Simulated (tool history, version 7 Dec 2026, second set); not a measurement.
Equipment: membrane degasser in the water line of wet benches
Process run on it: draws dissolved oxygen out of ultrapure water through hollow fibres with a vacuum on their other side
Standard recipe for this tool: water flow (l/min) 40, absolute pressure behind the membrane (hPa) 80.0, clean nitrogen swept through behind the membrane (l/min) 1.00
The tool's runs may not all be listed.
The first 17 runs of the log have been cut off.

run,hour,water flow (l/min),absolute pressure behind the membrane (hPa),clean nitrogen swept through behind the membrane (l/min),dissolved oxygen in the water behind the degasser (ppb),pressure that the water loses in the fibres (hPa)
18,3202.7,45,108.3,0.52,994.0,337.9
19,3389.9,35,108.3,0.52,846.8,262.6
20,3540.6,35,54.4,0.52,275.5,263.9
21,3796.5,35,54.4,0.52,275.1,264.8
22,4056.1,40,86.0,1.00,429.6,303.6
23,4279.7,40,86.0,1.00,431.8,305.9
24,4496.5,55,127.5,1.90,569.9,419.2
25,4658.6,30,166.2,1.90,467.3,226.3
26,4837.3,30,166.2,1.90,467.7,228.0
27,4952.3,40,185.5,1.44,848.4,301.0
28,5128.8,40,80.0,0.63,545.7,303.1
29,5392.7,63,69.6,0.86,486.4,477.3
30,5667.1,34,165.3,2.08,480.3,258.7
31,5877.0,43,80.0,1.00,415.8,326.2

What if the next run were any one of these 3? Each begins from the tool's condition after run 31:
A,6017.4,58,80.0,1.00,?,?
B,6017.4,39,112.8,0.78,?,?
C,6017.4,25,61.3,1.47,?,?

run,dissolved oxygen in the water behind the degasser (ppb),pressure that the water loses in the fibres (hPa)
A,520.2,445.1
B,739.8,296.1
C,122.0,192.0
Without the tool's hidden state the same runs would have given:
run,dissolved oxygen in the water behind the degasser (ppb),pressure that the water loses in the fibres (hPa)
A,496.1,421.2
B,720.6,280.0
C,112.5,181.7
